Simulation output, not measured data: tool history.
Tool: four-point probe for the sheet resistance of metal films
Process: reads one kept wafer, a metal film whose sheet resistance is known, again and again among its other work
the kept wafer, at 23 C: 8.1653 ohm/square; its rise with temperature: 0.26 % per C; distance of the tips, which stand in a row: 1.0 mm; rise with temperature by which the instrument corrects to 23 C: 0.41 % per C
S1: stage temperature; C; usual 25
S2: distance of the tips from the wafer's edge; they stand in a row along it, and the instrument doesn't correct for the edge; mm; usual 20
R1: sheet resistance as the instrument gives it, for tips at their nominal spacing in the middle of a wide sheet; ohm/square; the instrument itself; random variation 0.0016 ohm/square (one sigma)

run     day  S1  S2        R1
  1   0.000  25  20  8.156794
  2   1.642  25  20  8.159215
  3   2.954  25  20  8.157968
  4   4.133  25  20  8.156842
  5   6.029  25  20  8.163511
      6.392  -- stage's thermometer calibrated
  6   7.450  25  20  8.163040
  7   8.708  29  20  8.114774
  8  10.133  29  20  8.117144
  9  11.412  29  20  8.118092
 10  12.879  29  20  8.118268
 11  14.075  19   5  8.406199
 12  15.083  19   5  8.407560
     16.525  -- stage's thermometer calibrated, once more
 13  16.854  32  18  8.097030
 14  18.792  22  32  8.207009
 15  19.796  22  32  8.209839
 16  21.900  33  31  8.080101
 17  23.883  20  37  8.238911
 18  25.079  21  23  8.233710
 19  27.033  21  23  8.233070

4 ways to go on from here, each from the tool as it stands after run 19. What would each give?
  A  29.104  27  12   ?
  B  29.104  19  20   ?
  C  29.104  33  59   ?
  D  29.104  30  37   ?

run        R1
  A  8.181331
  B  8.263922
  C  8.082733
  D  8.119186
Without the tool's hidden state the same runs would have given:
run        R1
  A  8.145806
  B  8.228059
  C  8.047606
  D  8.083912

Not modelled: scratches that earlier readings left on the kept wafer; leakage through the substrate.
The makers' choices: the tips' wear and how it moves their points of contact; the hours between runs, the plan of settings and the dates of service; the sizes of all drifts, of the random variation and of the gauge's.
